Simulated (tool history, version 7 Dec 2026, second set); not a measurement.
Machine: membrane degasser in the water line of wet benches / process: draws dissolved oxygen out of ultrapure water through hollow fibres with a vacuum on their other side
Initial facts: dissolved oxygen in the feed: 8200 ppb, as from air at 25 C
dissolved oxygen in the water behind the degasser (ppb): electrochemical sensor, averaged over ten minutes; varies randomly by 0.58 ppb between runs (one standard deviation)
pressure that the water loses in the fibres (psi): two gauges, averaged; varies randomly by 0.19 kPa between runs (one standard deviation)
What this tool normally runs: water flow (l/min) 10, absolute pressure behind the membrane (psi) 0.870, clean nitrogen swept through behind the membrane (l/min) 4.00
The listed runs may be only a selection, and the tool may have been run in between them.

run	hour	water flow (l/min)	absolute pressure behind the membrane (psi)	clean nitrogen swept through behind the membrane (l/min)	dissolved oxygen in the water behind the degasser (ppb)	pressure that the water loses in the fibres (psi)
1	0.0	10	0.870	4.00	51.5	5.524
2	36.2	10	0.870	4.00	53.2	5.491
3	68.1	10	0.870	4.00	51.4	5.480
4	95.9	10	0.870	4.00	51.4	5.529
5	140.9	10	0.870	4.41	50.7	5.524
6	180.7	10	1.421	4.00	75.8	5.543
7	220.0	10	1.349	4.00	72.9	5.493
8	242.7	10	1.349	4.00	73.8	5.440
9	270.5	10	1.349	4.00	73.5	5.558
10	320.7	10	0.674	1.80	54.3	5.522
11	354.8	10	0.674	1.80	54.4	5.523
12	391.6	10	0.674	1.80	55.5	5.523
13	445.9	10	1.929	2.31	146.8	5.545
14	470.0	10	0.870	5.84	46.9	5.493
15	508.7	10	0.870	5.84	46.4	5.490
16	548.6	9	0.870	3.10	41.4	4.982
17	580.9	9	0.870	3.10	41.7	5.007

Each row is a separate what-if for the run after 17, all from the same tool condition, not one after another. Results?
A	603.5	12	1.710	3.10	?	?
B	603.5	15	0.554	3.10	?	?
C	603.5	13	0.982	4.00	?	?
D	603.5	8	0.870	4.00	?	?
E	603.5	13	1.443	6.23	?	?

run	dissolved oxygen in the water behind the degasser (ppb)	pressure that the water loses in the fibres (psi)
A	159.6	6.598
B	189.5	8.227
C	134.6	7.158
D	25.4	4.435
E	141.6	7.178
With the hidden condition removed and each run's random variation left untouched, the same runs would have given:
run	dissolved oxygen in the water behind the degasser (ppb)	pressure that the water loses in the fibres (psi)
A	152.3	6.546
B	183.2	8.160
C	129.3	7.100
D	23.5	4.399
E	136.0	7.120

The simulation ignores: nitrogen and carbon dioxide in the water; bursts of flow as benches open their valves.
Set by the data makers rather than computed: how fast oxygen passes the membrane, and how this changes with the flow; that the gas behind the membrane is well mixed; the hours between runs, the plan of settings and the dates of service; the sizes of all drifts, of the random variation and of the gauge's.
